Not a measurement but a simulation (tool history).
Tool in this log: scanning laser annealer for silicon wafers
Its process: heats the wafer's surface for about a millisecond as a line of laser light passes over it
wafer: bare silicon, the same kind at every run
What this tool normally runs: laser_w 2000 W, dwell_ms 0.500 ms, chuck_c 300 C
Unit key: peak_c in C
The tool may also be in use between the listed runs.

{"run": 1, "hour": 0.0, "laser_w": 2000, "dwell_ms": 0.5, "chuck_c": 300, "peak_c": 1032}
{"run": 2, "hour": 27.7, "laser_w": 2000, "dwell_ms": 0.5, "chuck_c": 300, "peak_c": 1034}
{"run": 3, "hour": 63.0, "laser_w": 2000, "dwell_ms": 0.527, "chuck_c": 300, "peak_c": 1046}
{"run": 4, "hour": 90.7, "laser_w": 2000, "dwell_ms": 0.611, "chuck_c": 300, "peak_c": 1094}
{"hour": 100.8, "done": "window over the wafer cleaned"}
{"run": 5, "hour": 147.3, "laser_w": 2000, "dwell_ms": 0.398, "chuck_c": 300, "peak_c": 996}
{"hour": 191.2, "done": "optics aligned, line set to its width"}
{"run": 6, "hour": 199.2, "laser_w": 2113, "dwell_ms": 0.5, "chuck_c": 300, "peak_c": 1114}
{"run": 7, "hour": 234.9, "laser_w": 2000, "dwell_ms": 0.5, "chuck_c": 303, "peak_c": 1056}
{"run": 8, "hour": 261.5, "laser_w": 2000, "dwell_ms": 0.5, "chuck_c": 300, "peak_c": 1053}
{"run": 9, "hour": 313.3, "laser_w": 2000, "dwell_ms": 0.5, "chuck_c": 300, "peak_c": 1048}
{"run": 10, "hour": 343.3, "laser_w": 2000, "dwell_ms": 0.5, "chuck_c": 303, "peak_c": 1045}
{"run": 11, "hour": 370.5, "laser_w": 2000, "dwell_ms": 0.5, "chuck_c": 303, "peak_c": 1042}
{"run": 12, "hour": 396.4, "laser_w": 1758, "dwell_ms": 0.5, "chuck_c": 274, "peak_c": 897}
{"run": 13, "hour": 447.2, "laser_w": 1758, "dwell_ms": 0.5, "chuck_c": 274, "peak_c": 893}
{"run": 14, "hour": 479.0, "laser_w": 2008, "dwell_ms": 0.569, "chuck_c": 284, "peak_c": 1059}
{"hour": 492.4, "done": "optics aligned, line set to its width, once more"}
{"run": 15, "hour": 539.6, "laser_w": 1842, "dwell_ms": 0.569, "chuck_c": 284, "peak_c": 993}
{"run": 16, "hour": 566.1, "laser_w": 1842, "dwell_ms": 0.569, "chuck_c": 284, "peak_c": 995}
{"run": 17, "hour": 606.9, "laser_w": 1939, "dwell_ms": 0.518, "chuck_c": 275, "peak_c": 996}
{"hour": 630.8, "done": "window over the wafer cleaned"}
{"run": 18, "hour": 645.9, "laser_w": 1939, "dwell_ms": 0.518, "chuck_c": 275, "peak_c": 1043}
{"run": 19, "hour": 673.7, "laser_w": 2165, "dwell_ms": 0.5, "chuck_c": 337, "peak_c": 1210}
{"run": 20, "hour": 734.0, "laser_w": 2000, "dwell_ms": 0.5, "chuck_c": 301, "peak_c": 1078}
{"run": 21, "hour": 759.9, "laser_w": 2164, "dwell_ms": 0.529, "chuck_c": 300, "peak_c": 1184}

Run 22 is up next; what results do you expect?
{"run": 22, "hour": 784.3, "laser_w": 1970, "dwell_ms": 0.618, "chuck_c": 300, "peak_c": "?"}

peak_c: 1133 C
With the hidden condition absent and the run-to-run variation left alone, this run would have shown peak_c 1140 C.
